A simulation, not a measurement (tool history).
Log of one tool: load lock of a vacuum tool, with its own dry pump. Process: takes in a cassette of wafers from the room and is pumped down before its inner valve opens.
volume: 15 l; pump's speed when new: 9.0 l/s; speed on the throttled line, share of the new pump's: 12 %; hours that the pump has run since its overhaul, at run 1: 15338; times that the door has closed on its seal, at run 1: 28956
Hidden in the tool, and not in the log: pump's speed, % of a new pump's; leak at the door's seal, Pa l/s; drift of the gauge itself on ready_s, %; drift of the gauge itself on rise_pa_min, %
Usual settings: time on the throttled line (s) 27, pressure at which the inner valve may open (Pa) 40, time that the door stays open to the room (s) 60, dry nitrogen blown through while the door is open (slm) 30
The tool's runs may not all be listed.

run    hour  time on the throttled line (s)  pressure at which the inner valve may open (Pa)  time that the door stays open to the room (s)  dry nitrogen blown through while the door is open (slm)  hours that the pump has run since its overhaul  times that the door has closed on its seal  incoming humidity of the room's air, %  time from the closed door until the inner valve may open (s)  rise of the pressure with all valves shut (Pa/min)
  1     0.0                              27                                               40                                             60                                                       30                                           15338                                       28956                                    46.8                                                          38.0                                               0.136
  2   178.2                              27                                               40                                             60                                                       30                                           15516                                       29624                                    46.0                                                          37.9                                               0.138
  3   309.7                              27                                               40                                             60                                                       14                                           15648                                       30117                                    47.2                                                          37.6                                               0.167
  4   496.2                              27                                               40                                             46                                                       14                                           15834                                       30816                                    43.4                                                          37.8                                               0.147
  5   658.1                              27                                               40                                             46                                                       14                                           15996                                       31422                                    41.9                                                          37.7                                               0.149
  6   883.0                              27                                               40                                             46                                                       14                                           16221                                       32265                                    44.7                                                          37.9                                               0.158
  7  1001.1                              27                                               40                                             54                                                       30                                           16339                                       32708                                    44.7                                                          37.8                                               0.156
  8  1215.3                              27                                               40                                             54                                                       30                                           16553                                       33511                                    45.6                                                          37.9                                               0.146
  9  1422.5                              27                                               40                                             60                                                       30                                           16760                                       34287                                    47.1                                                          37.8                                               0.156
 10  1571.8                              27                                               40                                             60                                                       30                                           16910                                       34847                                    44.9                                                          37.9                                               0.156
 11  1816.2                              24                                               40                                             60                                                       30                                           17154                                       35763                                    44.9                                                          35.2                                               0.163
 12  1983.3                              17                                               39                                             60                                                        8                                           17321                                       36389                                    44.0                                                          29.3                                               0.197
 13  2180.0                              15                                               40                                             60                                                       11                                           17518                                       37126                                    41.9                                                          27.5                                               0.187
 14  2423.1                              35                                               40                                             60                                                       15                                           17761                                       38037                                    44.9                                                          45.0                                               0.190
 15  2665.0                              35                                               62                                             60                                                       15                                           18003                                       38943                                    46.1                                                          44.1                                               0.189
 16  2908.8                              41                                               40                                             60                                                       30                                           18247                                       39857                                    47.8                                                          50.0                                               0.182
 17  3011.3                              17                                               45                                             60                                                        9                                           18349                                       40241                                    48.2                                                          29.0                                               0.213
 18  3133.2                              27                                               40                                            204                                                       27                                           18471                                       40698                                    47.5                                                          38.0                                               0.224
 19  3298.3                              41                                               45                                            184                                                       16                                           18636                                       41317                                    42.6                                                          49.9                                               0.231

Hidden state or all else? Some run-to-run changes of time from the closed door until the inner valve may open (s), split into what the settings, what came in and random variation would give without the hidden state, and what is left for the hidden state (with any gauge scatter that isn't in both results):
Run 16 -> 17: time on the throttled line (s) 41 -> 17, pressure at which the inner valve may open (Pa) 40 -> 45, dry nitrogen blown through while the door is open (slm) 30 -> 9. time from the closed door until the inner valve may open (s) -21.0: hidden state +0.3, all else -21.3.

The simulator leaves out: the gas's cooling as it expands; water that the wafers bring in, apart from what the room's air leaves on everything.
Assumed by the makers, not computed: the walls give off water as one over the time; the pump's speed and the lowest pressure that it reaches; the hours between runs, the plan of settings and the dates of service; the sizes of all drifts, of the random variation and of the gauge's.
